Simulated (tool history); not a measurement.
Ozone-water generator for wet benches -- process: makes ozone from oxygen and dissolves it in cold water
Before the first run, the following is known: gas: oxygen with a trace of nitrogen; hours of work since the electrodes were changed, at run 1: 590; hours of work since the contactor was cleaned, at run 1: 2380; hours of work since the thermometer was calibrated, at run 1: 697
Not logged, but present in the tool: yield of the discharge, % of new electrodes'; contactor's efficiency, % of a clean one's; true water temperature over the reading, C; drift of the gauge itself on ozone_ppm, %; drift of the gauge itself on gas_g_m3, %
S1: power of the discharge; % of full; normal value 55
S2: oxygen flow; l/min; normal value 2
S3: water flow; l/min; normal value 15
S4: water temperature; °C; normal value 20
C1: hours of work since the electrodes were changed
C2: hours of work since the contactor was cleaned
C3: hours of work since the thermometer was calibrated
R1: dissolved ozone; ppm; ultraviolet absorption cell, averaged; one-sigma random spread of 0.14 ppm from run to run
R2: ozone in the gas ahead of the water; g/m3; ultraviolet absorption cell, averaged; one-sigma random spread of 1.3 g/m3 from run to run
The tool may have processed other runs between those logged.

Run 1, day 0: usual settings; C1 590; C2 2380; C3 697. Result: R1 16.3 ppm, R2 231 g/m3.
Run 2, day 1.154: usual settings; C1 607; C2 2397; C3 714. Result: R1 16.1 ppm, R2 230.6 g/m3.
Run 3, day 1.983: usual settings; C1 620; C2 2409; C3 726. Result: R1 16 ppm, R2 231.9 g/m3.
Run 4, day 2.958: usual settings; C1 634; C2 2424; C3 741. Result: R1 16.1 ppm, R2 228.5 g/m3.
Run 5, day 4: usual settings but S1 71 % of full; C1 650; C2 2439; C3 756. Result: R1 18.6 ppm, R2 268.5 g/m3.
Run 6, day 5.067: usual settings; C1 665; C2 2455; C3 772. Result: R1 16.1 ppm, R2 230.4 g/m3.
Run 7, day 6.221: usual settings; C1 682; C2 2472; C3 789. Result: R1 16.1 ppm, R2 229.9 g/m3.
Run 8, day 7.346: usual settings but S2 3.22 l/min; C1 699; C2 2489; C3 806. Result: R1 16.9 ppm, R2 179.2 g/m3.
Run 9, day 8.262: usual settings; C1 713; C2 2502; C3 819. Result: R1 15.9 ppm, R2 230 g/m3.
Run 10, day 9.421: usual settings; C1 730; C2 2519; C3 836. Result: R1 16 ppm, R2 230 g/m3.
Run 11, day 10.062: usual settings but S1 58 % of full, S2 1.17 l/min; C1 739; C2 2529; C3 846. Result: R1 14.6 ppm, R2 318.8 g/m3.
Run 12, day 10.892: usual settings but S1 58 % of full, S2 1.17 l/min, S3 9 l/min, S4 24 °C; C1 752; C2 2541; C3 858. Result: R1 22.9 ppm, R2 316.6 g/m3.
Run 13, day 11.671: usual settings but S2 1.36 l/min, S3 18 l/min; C1 763; C2 2553; C3 870. Result: R1 12.2 ppm, R2 280.6 g/m3.
Run 14, day 12.408: usual settings but S3 18 l/min, S4 18 °C; C1 774; C2 2564; C3 881. Result: R1 13.6 ppm, R2 229.9 g/m3.
Run 15, day 13.108: usual settings but S1 99 % of full, S2 3 l/min, S3 11 l/min, S4 17 °C; C1 784; C2 2574; C3 891. Result: R1 31.6 ppm, R2 262.7 g/m3.
Run 16, day 13.742: usual settings but S1 99 % of full, S2 3 l/min, S3 11 l/min, S4 17 °C; C1 794; C2 2583; C3 900. Result: R1 31.4 ppm, R2 263.1 g/m3.
Run 17, day 14.658: usual settings but S1 99 % of full, S2 1.23 l/min, S3 11 l/min, S4 15 °C; C1 807; C2 2597; C3 914. Result: R1 28.7 ppm, R2 422.9 g/m3.
Run 18, day 15.171: usual settings but S1 46 % of full, S2 1.34 l/min; C1 815; C2 2604; C3 922. Result: R1 13.1 ppm, R2 255.2 g/m3.
Run 19, day 15.738: usual settings but S1 46 % of full, S2 1.34 l/min; C1 823; C2 2613; C3 930. Result: R1 13.1 ppm, R2 255 g/m3.
Run 20, day 16.279: usual settings but S1 56 % of full, S4 19 °C; C1 831; C2 2621; C3 938. Result: R1 16.4 ppm, R2 232.5 g/m3.

Branching from run 20: 4 alternative next runs. What would each branch give?
Run A, day 16.983: usual settings but S1 90 % of full; C1 842; C2 2631; C3 948. Result: R1 ?, R2 ?.
Run B, day 16.983: usual settings but S1 58 % of full, S4 19 °C; C1 842; C2 2631; C3 948. Result: R1 ?, R2 ?.
Run C, day 16.983: usual settings but S1 61 % of full, S3 18 l/min, S4 12 °C; C1 842; C2 2631; C3 948. Result: R1 ?, R2 ?.
Run D, day 16.983: usual settings but S2 1.78 l/min; C1 842; C2 2631; C3 948. Result: R1 ?, R2 ?.

run    R1     R2
  A  21.7  309.4
  B  16.6  234.9
  C  15.2  244.1
  D  15.7  245.2
Had the tool no hidden state, the same runs would have come out as:
run    R1     R2
  A  23.4  320.5
  B  17.8  241.3
  C  16.3  251.1
  D  16.7  251.7
